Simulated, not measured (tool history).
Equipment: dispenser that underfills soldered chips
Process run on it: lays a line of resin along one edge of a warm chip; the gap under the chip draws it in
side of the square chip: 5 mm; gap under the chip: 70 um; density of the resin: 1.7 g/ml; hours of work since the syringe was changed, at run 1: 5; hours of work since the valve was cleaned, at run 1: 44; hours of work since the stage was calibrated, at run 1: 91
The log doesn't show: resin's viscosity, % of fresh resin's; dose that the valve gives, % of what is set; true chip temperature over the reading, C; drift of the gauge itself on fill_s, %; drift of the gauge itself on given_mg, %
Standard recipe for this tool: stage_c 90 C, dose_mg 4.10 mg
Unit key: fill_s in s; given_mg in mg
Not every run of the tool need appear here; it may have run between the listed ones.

run   hour  stage_c  dose_mg  hours of work since the syringe was changed  hours of work since the valve was cleaned  hours of work since the stage was calibrated  fill_s  given_mg
  1    0.0       90     4.10                                            5                                         44                                            91    26.7      4.00
       3.4  -- new syringe of resin
  2    3.9       90     4.10                                            0                                         47                                            93    18.9      4.00
       8.6  -- dispensing valve cleaned and set on the balance
  3    9.2       90     4.10                                            3                                          0                                            96    23.6      4.10
  4   13.2       90     4.10                                            6                                          3                                            98    28.2      4.12
      15.4  -- new syringe of resin
  5   17.4       90     4.50                                            1                                          6                                           101    19.1      4.51
  6   20.2       90     4.50                                            3                                          7                                           103    23.1      4.50
      26.5  -- new syringe of resin
  7   26.5       90     4.10                                            0                                         11                                           107    18.8      4.09
  8   31.0       90     4.10                                            3                                         14                                           110    23.1      4.07
  9   35.5       90     4.10                                            6                                         17                                           113    30.1      4.09
      37.3  -- new syringe of resin
 10   38.3       90     3.90                                            1                                         19                                           114    20.0      3.87
 11   43.0      103     4.10                                            4                                         22                                           117    15.3      4.06
      48.2  -- new syringe of resin
 12   48.4       90     4.10                                            0                                         25                                           121    18.9      4.05
 13   53.1       95     4.10                                            3                                         28                                           124    19.5      4.06
 14   56.9       90     4.14                                            6                                         31                                           126    28.3      4.07
      59.2  -- new syringe of resin
 15   62.6       90     4.14                                            2                                         34                                           130    22.0      4.07
 16   67.0       90     4.14                                            5                                         37                                           133    27.3      4.05
      70.1  -- new syringe of resin
 17   71.6       90     4.14                                            1                                         40                                           136    19.4      4.06
 18   74.2       90     4.14                                            3                                         42                                           137    22.4      4.05
 19   77.8      105     3.75                                            5                                         44                                           140    15.7      3.67
      80.9  -- new syringe of resin
 20   83.9       90     3.66                                            2                                         48                                           143    22.2      3.59
      86.4  -- dispensing valve cleaned and set on the balance
 21   88.9       95     3.66                                            5                                          2                                           146    22.0      3.69
      92.6  -- new syringe of resin
 22   94.3       95     3.66                                            1                                          5                                           149    17.0      3.66
 23   99.4       95     3.66                                            4                                          8                                           153    21.9      3.66
 24  102.3       82     4.10                                            6                                         10                                           155    41.4      4.09
     103.8  -- new syringe of resin
 25  105.9       83     4.23                                            1                                         12                                           157    26.8      4.21
 26  108.5       83     4.23                                            3                                         14                                           159    30.9      4.24
 27  113.9       83     4.23                                            7                                         18                                           162    39.7      4.18
     114.7  -- new syringe of resin
 28  119.8       95     4.23                                            3                                         21                                           166    19.4      4.20
     125.7  -- new syringe of resin
 29  126.2       78     4.17                                            0                                         25                                           170    30.2      4.16
 30  129.1       76     3.91                                            2                                         27                                           172    39.0      3.85
 31  131.9       76     3.91                                            4                                         29                                           173    45.6      3.86
 32  134.7       76     3.91                                            6                                         31                                           175    50.6      3.86
     136.6  -- new syringe of resin
 33  140.4       76     3.91                                            2                                         34                                           179    40.2      3.88
 34  144.3       97     3.57                                            5                                         37                                           181    22.3      3.50
     147.5  -- new syringe of resin
 35  148.2      103     4.10                                            0                                         39                                           184    12.3      4.04
 36  151.3       87     5.06                                            2                                         41                                           186    24.6      4.95

Here are 4 independent what-if runs from the current tool condition. What would each one return?
  A  155.1       96     4.57                                            5                                         44                                           188       ?         ?
  B  155.1       83     5.19                                            5                                         44                                           188       ?         ?
  C  155.1       90     5.06                                            5                                         44                                           188       ?         ?
  D  155.1       87     5.20                                            5                                         44                                           188       ?         ?

run  fill_s  given_mg
  A    20.9      4.48
  B    35.0      5.09
  C    26.7      4.95
  D    29.2      5.10
Had the tool no hidden state, the same runs would have come out as:
run  fill_s  given_mg
  A    14.1      4.57
  B    23.8      5.20
  C    18.0      5.05
  D    19.7      5.20
